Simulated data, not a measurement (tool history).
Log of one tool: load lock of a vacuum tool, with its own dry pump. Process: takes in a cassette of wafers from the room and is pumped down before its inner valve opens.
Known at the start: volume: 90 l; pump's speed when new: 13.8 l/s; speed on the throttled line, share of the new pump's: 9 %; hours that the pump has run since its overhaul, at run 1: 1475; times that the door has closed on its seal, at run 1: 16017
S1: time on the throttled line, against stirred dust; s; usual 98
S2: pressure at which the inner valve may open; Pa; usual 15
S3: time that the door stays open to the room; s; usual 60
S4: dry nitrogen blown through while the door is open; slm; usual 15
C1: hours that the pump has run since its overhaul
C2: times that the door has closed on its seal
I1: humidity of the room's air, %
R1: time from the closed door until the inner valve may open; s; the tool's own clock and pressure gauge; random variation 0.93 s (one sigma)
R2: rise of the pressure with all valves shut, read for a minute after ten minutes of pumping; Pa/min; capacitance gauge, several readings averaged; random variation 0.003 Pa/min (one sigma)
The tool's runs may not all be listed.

Run 1, hour 0.0: usual settings; C1 1475; C2 16017; I1 48.4. Result: R1 149.6 s, R2 0.214 Pa/min.
Run 2, hour 140.0: usual settings but S2 18 Pa; C1 1615; C2 16251; I1 45.4. Result: R1 145.6 s, R2 0.219 Pa/min.
Run 3, hour 338.8: usual settings but S2 18 Pa; C1 1814; C2 16583; I1 46.1. Result: R1 148.3 s, R2 0.219 Pa/min.
Run 4, hour 493.0: usual settings but S1 167 s; C1 1968; C2 16841; I1 44.2. Result: R1 210.4 s, R2 0.231 Pa/min.
Run 5, hour 764.6: usual settings but S1 167 s, S4 41 slm; C1 2240; C2 17295; I1 45.6. Result: R1 212.1 s, R2 0.228 Pa/min.
Run 6, hour 994.3: usual settings; C1 2469; C2 17679; I1 46.4. Result: R1 148.6 s, R2 0.247 Pa/min.
Run 7, hour 1182.3: usual settings; C1 2657; C2 17994; I1 43.5. Result: R1 150.7 s, R2 0.252 Pa/min.
Run 8, hour 1461.5: usual settings; C1 2936; C2 18461; I1 44.6. Result: R1 150.6 s, R2 0.256 Pa/min.
Run 9, hour 1641.3: usual settings; C1 3116; C2 18761; I1 44.1. Result: R1 151.7 s, R2 0.265 Pa/min.
Run 10, hour 1922.7: usual settings but S2 22 Pa; C1 3398; C2 19232; I1 44.2. Result: R1 147.5 s, R2 0.278 Pa/min.
Run 11, hour 2059.5: usual settings; C1 3534; C2 19461; I1 45.7. Result: R1 152.9 s, R2 0.282 Pa/min.
Run 12, hour 2214.2: usual settings; C1 3689; C2 19720; I1 48.2. Result: R1 151.6 s, R2 0.292 Pa/min.
Run 13, hour 2466.2: usual settings but S3 119 s; C1 3941; C2 20141; I1 45.5. Result: R1 151.2 s, R2 0.305 Pa/min.
Run 14, hour 2668.6: usual settings but S1 49 s; C1 4144; C2 20480; I1 45.4. Result: R1 107.5 s, R2 0.298 Pa/min.
Run 15, hour 2914.8: usual settings; C1 4390; C2 20891; I1 46.6. Result: R1 151.6 s, R2 0.305 Pa/min.
Run 16, hour 3154.9: usual settings but S2 11 Pa; C1 4630; C2 21293; I1 42.3. Result: R1 156.6 s, R2 0.310 Pa/min.
Run 17, hour 3449.6: usual settings but S1 50 s, S2 11 Pa; C1 4925; C2 21786; I1 44.0. Result: R1 111.7 s, R2 0.332 Pa/min.
Run 18, hour 3647.1: usual settings but S1 50 s, S2 11 Pa; C1 5122; C2 22116; I1 42.3. Result: R1 111.9 s, R2 0.342 Pa/min.
Run 19, hour 3918.9: usual settings but S4 40 slm; C1 5394; C2 22571; I1 46.0. Result: R1 152.9 s, R2 0.339 Pa/min.
Run 20, hour 4135.0: usual settings but S4 40 slm; C1 5610; C2 22932; I1 48.1. Result: R1 153.6 s, R2 0.361 Pa/min.
Run 21, hour 4368.4: usual settings but S4 40 slm; C1 5843; C2 23322; I1 45.5. Result: R1 155.0 s, R2 0.365 Pa/min.
Run 22, hour 4496.2: usual settings but S1 68 s, S2 13 Pa, S3 149 s, S4 6 slm; C1 5971; C2 23536; I1 41.5. Result: R1 128.8 s, R2 0.386 Pa/min.
Run 23, hour 4667.0: usual settings but S1 68 s, S2 13 Pa, S3 149 s, S4 6 slm; C1 6142; C2 23822; I1 46.0. Result: R1 128.9 s, R2 0.392 Pa/min.

Run 24 comes next. What will it give?
Run 24, hour 4804.4: usual settings but S1 72 s, S4 22 slm; C1 6279; C2 24051; I1 46.2. Result: R1 ?, R2 ?.

R1: 133.1 s
R2: 0.386 Pa/min
Without the tool's hidden state the same run would have given R1 124.8 s, R2 0.026 Pa/min.
